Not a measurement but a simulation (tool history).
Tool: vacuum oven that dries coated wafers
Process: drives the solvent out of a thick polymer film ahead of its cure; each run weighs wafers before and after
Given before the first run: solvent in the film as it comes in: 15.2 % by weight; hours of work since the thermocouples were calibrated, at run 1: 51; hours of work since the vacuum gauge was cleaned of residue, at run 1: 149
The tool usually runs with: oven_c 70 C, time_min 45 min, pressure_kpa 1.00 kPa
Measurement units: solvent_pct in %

run,hour,oven_c,time_min,pressure_kpa,hours of work since the thermocouples were calibrated,hours of work since the vacuum gauge was cleaned of residue,solvent_pct
1,0.0,70,45,1.00,51,149,0.95
2,13.0,70,45,1.00,58,157,1.07
3,29.0,70,28,1.00,68,166,2.16
4,40.8,70,45,1.00,74,173,0.98
5,56.9,68,45,1.00,84,182,1.28
6,68.4,70,45,3.01,91,189,1.75
7,84.3,70,66,1.00,100,198,0.59
8,101.4,70,66,1.00,110,208,0.53
9,110.8,70,45,1.00,115,214,1.11
10,120.7,70,45,1.00,121,219,0.96
11,136.7,70,29,0.77,130,229,2.06
12,152.2,70,29,0.77,139,238,1.96
13,162.6,74,52,2.03,145,244,0.76
14,173.3,74,52,2.92,152,250,1.07
15,187.1,56,45,1.00,160,258,4.76
16,197.6,70,72,0.93,166,264,0.50
17,213.1,70,65,3.51,175,273,1.53
18,222.4,70,45,1.71,180,279,1.38
19,237.5,70,45,0.72,189,287,1.00
20,253.7,70,45,0.72,199,297,0.91

Each row is a separate what-if for the run after 20, all from the same tool condition, not one after another. Results?
A,262.3,78,45,0.72,204,302,?
B,262.3,67,76,0.72,204,302,?
C,262.3,70,45,1.21,204,302,?
D,262.3,56,39,0.57,204,302,?

run,solvent_pct
A,0.28
B,0.54
C,1.11
D,5.15
Without the tool's hidden state the same runs would have given:
run,solvent_pct
A,0.28
B,0.54
C,1.11
D,5.15
